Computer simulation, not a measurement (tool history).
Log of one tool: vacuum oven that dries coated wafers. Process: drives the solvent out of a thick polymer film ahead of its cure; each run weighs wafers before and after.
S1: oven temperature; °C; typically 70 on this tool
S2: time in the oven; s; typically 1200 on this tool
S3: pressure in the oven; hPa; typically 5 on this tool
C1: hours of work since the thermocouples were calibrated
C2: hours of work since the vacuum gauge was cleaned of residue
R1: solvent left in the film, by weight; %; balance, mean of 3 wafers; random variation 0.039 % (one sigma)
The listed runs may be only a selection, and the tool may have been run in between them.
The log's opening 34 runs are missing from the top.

run,hour,S1,S2,S3,C1,C2,R1
35,1817.2,67,1380,18.91,539,757,2.08
36,1877.2,60,1200,5,575,792,4.41
37,1925.8,60,1200,5,604,821,4.38
38,1977.1,82,1200,2.68,634,852,0.23
# hour 1987.4: oven's thermocouples calibrated
39,2045.1,62,1200,2.68,34,891,4.07
40,2098.8,55,1320,5,66,923,6.01
41,2160.8,70,660,7.21,103,960,4.51
42,2220.9,65,960,5,139,995,4.09
43,2299.6,69,1980,7.01,186,1042,0.74
44,2356.2,70,720,11.35,219,1076,4.13
45,2415.1,70,720,11.35,254,1111,4.12
46,2457.1,84,1200,2.53,279,1136,0.19

Branching from run 46: 5 alternative next runs. What would each branch give?
A,2501.8,56,1200,10.05,306,1163,?
B,2501.8,62,1200,10.75,306,1163,?
C,2501.8,81,1440,6.8,306,1163,?
D,2501.8,70,1200,6.46,306,1163,?
E,2501.8,84,1140,19.25,306,1163,?

run,R1
A,6.06
B,4.19
C,0.22
D,1.75
E,0.48
With the hidden condition removed and each run's random variation left untouched, the same runs would have given:
run,R1
A,6.28
B,4.41
C,0.21
D,1.89
E,0.49
